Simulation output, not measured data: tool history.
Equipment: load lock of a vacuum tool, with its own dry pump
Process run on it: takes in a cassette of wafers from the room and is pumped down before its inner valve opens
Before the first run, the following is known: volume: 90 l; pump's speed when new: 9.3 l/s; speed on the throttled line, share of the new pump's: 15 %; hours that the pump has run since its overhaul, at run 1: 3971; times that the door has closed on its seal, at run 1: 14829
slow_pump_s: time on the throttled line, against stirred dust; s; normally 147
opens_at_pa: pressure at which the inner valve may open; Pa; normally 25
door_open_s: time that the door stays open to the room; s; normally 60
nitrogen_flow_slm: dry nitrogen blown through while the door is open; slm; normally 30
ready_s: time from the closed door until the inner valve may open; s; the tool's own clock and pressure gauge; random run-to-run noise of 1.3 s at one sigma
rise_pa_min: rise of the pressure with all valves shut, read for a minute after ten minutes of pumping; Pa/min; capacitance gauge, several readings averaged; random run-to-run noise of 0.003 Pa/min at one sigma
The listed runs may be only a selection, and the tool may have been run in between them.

run	hour	slow_pump_s	opens_at_pa	door_open_s	nitrogen_flow_slm	hours that the pump has run since its overhaul	times that the door has closed on its seal	incoming humidity of the room's air, %	ready_s	rise_pa_min
1	0	147	25	60	30	3971	14829	42.8	206.3	0.031
2	63.3	147	25	60	30	4035	15033	45.8	204.5	0.029
3	113.8	147	25	60	30	4085	15195	43.5	202.4	0.025
4	220.1	147	25	60	30	4191	15537	46.5	206.6	0.026
5	333	147	25	60	30	4304	15900	45.5	206.5	0.022
6	444.5	147	25	60	30	4416	16259	44.3	205	0.029
7	519.2	147	25	60	30	4490	16499	46.6	205.6	0.027
8	578.4	147	25	60	30	4550	16690	43.9	205.2	0.028
9	652.8	147	25	60	30	4624	16929	46.6	205.8	0.026
10	752.5	147	25	60	19	4724	17250	42	206.8	0.033
11	799	147	25	48	19	4770	17399	46.9	206.7	0.032
12	910.9	147	25	48	19	4882	17759	41.6	206	0.027
13	971.8	147	25	60	11	4943	17955	50.4	206.2	0.04
14	1057.4	147	25	60	11	5029	18231	43.3	205	0.037
15	1129.3	147	25	60	11	5101	18462	45.7	204	0.043
16	1196.8	147	25	60	30	5168	18679	45.6	203.3	0.023
17	1242.7	147	25	60	30	5214	18827	46.5	207.7	0.028
18	1333.2	147	25	60	30	5304	19118	44.2	204.9	0.02
19	1430.3	147	18	53	30	5401	19430	46.6	207.8	0.026
20	1501.5	147	25	209	26	5473	19659	44.3	206.2	0.05
21	1600.4	147	25	182	41	5572	19977	44.6	204.1	0.033
22	1678.8	147	25	182	41	5650	20229	45.6	204.7	0.034
23	1760.3	147	25	182	41	5731	20492	47.9	207.5	0.035
24	1866.9	215	25	80	41	5838	20835	46.5	260.5	0.034
25	1915.4	147	25	27	45	5887	20990	42.8	203.8	0.022
26	1986.4	147	45	236	45	5958	21219	45	202.5	0.04
27	2037.6	147	25	134	30	6009	21384	44.5	205.3	0.036
28	2135.7	260	24	183	11	6107	21699	42.7	301.7	0.058
29	2239.6	260	24	183	11	6211	22034	46.5	303.2	0.069
30	2303.6	260	24	183	11	6275	22239	47.5	301.5	0.066
31	2411.5	260	24	183	11	6383	22587	46.8	300.7	0.068
32	2501.4	197	30	46	6	6473	22876	42.1	248	0.038
33	2555	80	30	46	5	6526	23048	44.3	147.7	0.039
34	2657.9	109	26	80	4	6629	23379	46.4	172.8	0.054
35	2760.4	109	26	145	4	6732	23709	46	173.3	0.072
36	2833.9	126	26	186	4	6805	23945	45.5	186.2	0.077

Branching from run 36: 3 alternative next runs. What would each branch give?
A	2942.7	278	39	187	4	6914	24295	51.6	?	?
B	2942.7	202	25	60	30	6914	24295	44.9	?	?
C	2942.7	147	25	60	6	6914	24295	46.4	?	?

run	ready_s	rise_pa_min
A	312.5	0.09
B	251	0.024
C	206.2	0.048
The same runs, with their run-to-run variation unchanged, on a tool lacking any hidden condition would have given:
run	ready_s	rise_pa_min
A	312.5	0.089
B	251	0.024
C	206.2	0.048

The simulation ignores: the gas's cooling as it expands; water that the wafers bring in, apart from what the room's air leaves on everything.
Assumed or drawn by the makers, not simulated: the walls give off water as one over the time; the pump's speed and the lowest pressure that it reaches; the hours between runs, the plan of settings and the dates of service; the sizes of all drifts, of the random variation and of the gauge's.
